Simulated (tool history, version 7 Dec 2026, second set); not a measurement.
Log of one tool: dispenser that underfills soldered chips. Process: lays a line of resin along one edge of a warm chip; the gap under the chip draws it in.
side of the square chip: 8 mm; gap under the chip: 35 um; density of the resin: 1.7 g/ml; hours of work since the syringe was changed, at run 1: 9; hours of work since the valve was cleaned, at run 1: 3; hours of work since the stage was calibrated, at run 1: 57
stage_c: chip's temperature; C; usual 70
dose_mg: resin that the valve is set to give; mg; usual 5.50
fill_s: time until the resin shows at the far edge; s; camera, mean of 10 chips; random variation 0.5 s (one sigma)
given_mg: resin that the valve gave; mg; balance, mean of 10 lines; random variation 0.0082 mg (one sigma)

run  hour  stage_c  dose_mg  hours of work since the syringe was changed  hours of work since the valve was cleaned  hours of work since the stage was calibrated  fill_s  given_mg
  1   0.0       70     5.50                                            9                                          3                                            57    67.6     5.491
      4.4  -- new syringe of resin
  2   4.5       70     5.50                                            0                                          6                                            59    40.9     5.468
  3   7.7       57     5.50                                            2                                          8                                            62    69.7     5.472
  4   9.8       57     5.50                                            3                                          9                                            63    73.1     5.441
  5  13.6       57     5.50                                            6                                         12                                            65    87.5     5.456
  6  15.7       73     5.50                                            7                                         13                                            67    55.1     5.463
  7  20.8       70     5.48                                           11                                         16                                            70    71.7     5.418
     22.9  -- new syringe of resin
  8  25.7       70     5.48                                            2                                         19                                            73    44.6     5.414
  9  28.5       70     5.48                                            4                                         21                                            75    50.1     5.425
 10  33.2       76     5.41                                            7                                         24                                            78    47.6     5.335
 11  37.6       76     5.41                                            9                                         27                                            81    57.6     5.320
     41.4  -- new syringe of resin
 12  42.5       78     5.27                                            1                                         30                                            84    33.2     5.195
 13  45.7       78     5.27                                            3                                         32                                            86    36.8     5.177
 14  50.8       57     6.61                                            6                                         35                                            89    86.0     6.488
 15  54.9       62     6.72                                            9                                         38                                            92    83.8     6.584
     59.9  -- new syringe of resin
 16  59.9       62     6.72                                            0                                         41                                            95    49.6     6.554
 17  64.6       85     6.72                                            3                                         44                                            98    29.5     6.576
 18  69.4       82     5.73                                            6                                         47                                           101    38.4     5.594

3 ways to go on from here, each from the tool as it stands after run 18. What would each give?
  A  72.9       69     5.50                                            8                                         49                                           103       ?         ?
  B  72.9       64     5.40                                            8                                         49                                           103       ?         ?
  C  72.9       61     5.50                                            8                                         49                                           103       ?         ?

run  fill_s  given_mg
  A    66.1     5.360
  B    78.6     5.258
  C    86.9     5.361
Without the tool's hidden state the same runs would have given:
run  fill_s  given_mg
  A    41.2     5.495
  B    49.0     5.390
  C    54.1     5.495
